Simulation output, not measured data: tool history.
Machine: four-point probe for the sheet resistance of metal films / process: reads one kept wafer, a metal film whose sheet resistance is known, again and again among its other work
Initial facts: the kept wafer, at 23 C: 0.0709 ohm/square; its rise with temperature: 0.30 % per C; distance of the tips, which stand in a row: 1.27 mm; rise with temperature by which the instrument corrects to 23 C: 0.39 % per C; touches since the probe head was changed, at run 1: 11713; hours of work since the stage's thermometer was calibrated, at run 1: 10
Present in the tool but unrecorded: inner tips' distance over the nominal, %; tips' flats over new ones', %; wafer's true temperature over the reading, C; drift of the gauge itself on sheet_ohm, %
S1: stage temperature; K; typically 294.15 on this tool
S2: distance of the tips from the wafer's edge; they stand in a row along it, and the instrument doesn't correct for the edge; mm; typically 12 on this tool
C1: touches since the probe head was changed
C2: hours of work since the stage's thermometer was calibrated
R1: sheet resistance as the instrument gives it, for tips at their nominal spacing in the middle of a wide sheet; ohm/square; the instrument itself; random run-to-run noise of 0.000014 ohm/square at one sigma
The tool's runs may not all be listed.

run   hour      S1  S2     C1   C2        R1
  1      0  294.15  12  11713   10  0.070854
  2     15  294.15  12  11995   17  0.070848
  3   23.8  294.15  12  12161   22  0.070845
  4   38.5  294.15  12  12438   29  0.070858
  5   56.4  294.15  12  12775   37  0.070851
  6   68.1  294.15  12  12996   42  0.070822
  7   79.8  294.15  12  13216   48  0.070867
  8   97.4  294.15  12  13547   56   0.07085
  9  115.7  294.15  12  13893   65  0.070828
 10  131.3  296.15  12  14185   72  0.070691
 11  146.4  296.15  12  14471   79   0.07069
 12    166  296.15  12  14839   88  0.070696
 13  177.9  296.15  12  15064   94  0.070695
 14  193.9  296.15  12  15364  101  0.070699
 15  202.7  296.15  12  15531  106  0.070668
 16    211  296.15  12  15688  110  0.070682
 17  228.1  294.15  12  16010  118  0.070835
 18  243.3  294.15  12  16296  125  0.070783
 19  258.5  294.15  22  16581  132  0.070502
 20  267.9  294.15  22  16758  136  0.070508
 21  282.7  293.15  14  17037  143  0.070761
 22  294.8  302.15   7  17266  149  0.071112
 23  311.6  302.15   7  17582  157  0.071097
 24  320.1  304.15   8  17742  161  0.070681
 25  340.3  304.15   8  18122  170  0.070657
 26  357.1  293.15  28  18439  178  0.070471
 27  373.3  294.15   4  18743  186  0.073952
 28  391.2  297.15  41  19081  194  0.070202
 29  404.1  297.15  41  19324  200   0.07018
 30  423.2  297.15  41  19684  209  0.070189
 31  438.6  296.15  12  19975  216  0.070638
 32  450.6  307.15  45  20200  222  0.069585
 33  468.2  307.15   5  20532  230  0.071895
 34  478.1  299.15   4  20718  235  0.073603
 35  496.6  304.15   6  21067  244  0.071348
 36    516  304.15   6  21432  253  0.071358

The next listed run, before its measurement:
 37  532.3  293.15  16  21739  260   ?

Run 37 measured R1 0.070617 ohm/square.
The same run, on a tool lacking any hidden state, would have yielded R1 0.071337 ohm/square.
